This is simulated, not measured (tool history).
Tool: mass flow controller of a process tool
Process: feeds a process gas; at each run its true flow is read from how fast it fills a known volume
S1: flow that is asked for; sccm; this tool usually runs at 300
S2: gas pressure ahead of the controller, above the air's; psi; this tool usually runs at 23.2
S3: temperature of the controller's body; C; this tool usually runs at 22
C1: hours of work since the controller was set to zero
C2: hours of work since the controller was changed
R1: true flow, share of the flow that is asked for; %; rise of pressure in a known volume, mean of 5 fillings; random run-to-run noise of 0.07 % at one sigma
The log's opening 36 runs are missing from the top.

run 37 hour=5014.5 | S1=145 S2=36.1 S3=28 | C1=394 C2=5088 | R1=96.19
run 38 hour=5127.7 | S1=145 S2=36.1 S3=28 | C1=438 C2=5133 | R1=95.92
run 39 hour=5292.4 | S1=120 S2=36.1 S3=33 | C1=503 C2=5197 | R1=95.29
run 40 hour=5376.2 | S1=120 S2=25.4 S3=29 | C1=536 C2=5230 | R1=94.91
run 41 hour=5536.1 | S1=120 S2=25.4 S3=29 | C1=598 C2=5293 | R1=94.75
run 42 hour=5707.7 | S1=300 S2=23.2 S3=37 | C1=666 C2=5360 | R1=95.43
run 43 hour=5841.7 | S1=128 S2=28 S3=21 | C1=718 C2=5413 | R1=95.12
run 44 hour=5962.5 | S1=136 S2=28 S3=37 | C1=766 C2=5460 | R1=94.28
run 45 hour=6152.1 | S1=759 S2=38.7 S3=34 | C1=840 C2=5535 | R1=97.79
run 46 hour=6291.4 | S1=249 S2=32.8 S3=22 | C1=895 C2=5589 | R1=96.13
run 47 hour=6376 | S1=762 S2=32.8 S3=21 | C1=928 C2=5622 | R1=98.09
run 48 hour=6490.2 | S1=300 S2=21.8 S3=27 | C1=973 C2=5667 | R1=95.7

What if the next run were any one of these 3? Each begins from the tool's condition after run 48:
run A hour=6582 | S1=300 S2=23.2 S3=34 | C1=1009 C2=5703 | R1=?
run B hour=6582 | S1=610 S2=35 S3=27 | C1=1009 C2=5703 | R1=?
run C hour=6582 | S1=300 S2=21.8 S3=28 | C1=1009 C2=5703 | R1=?

run=A R1=95.24
run=B R1=97.47
run=C R1=95.56
With no hidden state in the tool, these same runs would have given:
run=A R1=97.43
run=B R1=99.17
run=C R1=97.76

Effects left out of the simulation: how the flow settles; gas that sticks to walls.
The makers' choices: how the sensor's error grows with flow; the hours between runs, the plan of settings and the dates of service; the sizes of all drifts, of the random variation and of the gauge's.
